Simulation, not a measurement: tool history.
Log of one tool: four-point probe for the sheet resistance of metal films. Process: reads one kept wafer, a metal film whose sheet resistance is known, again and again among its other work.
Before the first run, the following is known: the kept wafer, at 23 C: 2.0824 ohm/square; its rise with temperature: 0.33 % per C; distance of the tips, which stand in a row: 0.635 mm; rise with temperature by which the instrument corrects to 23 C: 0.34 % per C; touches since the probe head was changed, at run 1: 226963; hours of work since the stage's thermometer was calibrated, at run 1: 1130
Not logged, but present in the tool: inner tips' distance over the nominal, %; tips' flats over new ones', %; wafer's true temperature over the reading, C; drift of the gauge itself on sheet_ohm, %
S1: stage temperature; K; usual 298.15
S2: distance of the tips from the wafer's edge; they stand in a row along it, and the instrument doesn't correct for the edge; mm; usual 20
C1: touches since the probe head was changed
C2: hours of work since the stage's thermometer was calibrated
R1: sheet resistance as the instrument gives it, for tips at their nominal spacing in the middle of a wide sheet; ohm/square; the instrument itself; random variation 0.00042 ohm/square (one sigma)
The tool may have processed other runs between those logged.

run 1 day=0.000 | S1=298.15 S2=20 | C1=226963 C2=1130 | R1=2.083908
-- day=3.092 new probe head fitted
run 2 day=5.046 | S1=298.15 S2=29 | C1=2413 C2=1216 | R1=2.082813
-- day=8.475 stage's thermometer calibrated
run 3 day=10.246 | S1=298.15 S2=38 | C1=8800 C2=31 | R1=2.081420
run 4 day=15.858 | S1=298.15 S2=38 | C1=15722 C2=128 | R1=2.082704
run 5 day=20.692 | S1=298.15 S2=38 | C1=21683 C2=211 | R1=2.082877
run 6 day=23.692 | S1=298.15 S2=20 | C1=25384 C2=263 | R1=2.083159
run 7 day=28.933 | S1=298.15 S2=20 | C1=31844 C2=353 | R1=2.083519
run 8 day=33.450 | S1=298.15 S2=20 | C1=37419 C2=431 | R1=2.083125
run 9 day=39.046 | S1=298.15 S2=20 | C1=44318 C2=528 | R1=2.084213
run 10 day=42.646 | S1=293.15 S2=20 | C1=48755 C2=590 | R1=2.084323
run 11 day=45.558 | S1=298.15 S2=20 | C1=52348 C2=640 | R1=2.083133
run 12 day=48.312 | S1=298.15 S2=20 | C1=55747 C2=688 | R1=2.083175
run 13 day=53.812 | S1=298.15 S2=20 | C1=62531 C2=783 | R1=2.083310
run 14 day=59.275 | S1=298.15 S2=5 | C1=69265 C2=877 | R1=2.100284
run 15 day=62.017 | S1=298.15 S2=5 | C1=72648 C2=925 | R1=2.099802
run 16 day=64.296 | S1=298.15 S2=4 | C1=75460 C2=964 | R1=2.110219
run 17 day=68.446 | S1=298.15 S2=73 | C1=80575 C2=1036 | R1=2.081853
run 18 day=71.096 | S1=297.15 S2=49 | C1=83843 C2=1082 | R1=2.082392
run 19 day=76.704 | S1=298.15 S2=6 | C1=90762 C2=1178 | R1=2.094633
run 20 day=80.158 | S1=298.15 S2=6 | C1=95020 C2=1238 | R1=2.095434
-- day=82.121 stage's thermometer calibrated
run 21 day=85.804 | S1=298.15 S2=8 | C1=101956 C2=64 | R1=2.089224
run 22 day=90.671 | S1=308.15 S2=14 | C1=107961 C2=148 | R1=2.082989
run 23 day=95.142 | S1=308.15 S2=14 | C1=113474 C2=225 | R1=2.082184
run 24 day=98.025 | S1=293.15 S2=20 | C1=117027 C2=275 | R1=2.084251
run 25 day=100.379 | S1=293.15 S2=20 | C1=119929 C2=315 | R1=2.084774

Forecast run 26:
run 26 day=102.771 | S1=298.15 S2=11 | C1=122879 C2=357 | R1=?

{"run 26": {"R1": 2.086033}}
If the tool had no hidden condition, the same run with the same run-to-run variation would have returned R1 2.085860 ohm/square.

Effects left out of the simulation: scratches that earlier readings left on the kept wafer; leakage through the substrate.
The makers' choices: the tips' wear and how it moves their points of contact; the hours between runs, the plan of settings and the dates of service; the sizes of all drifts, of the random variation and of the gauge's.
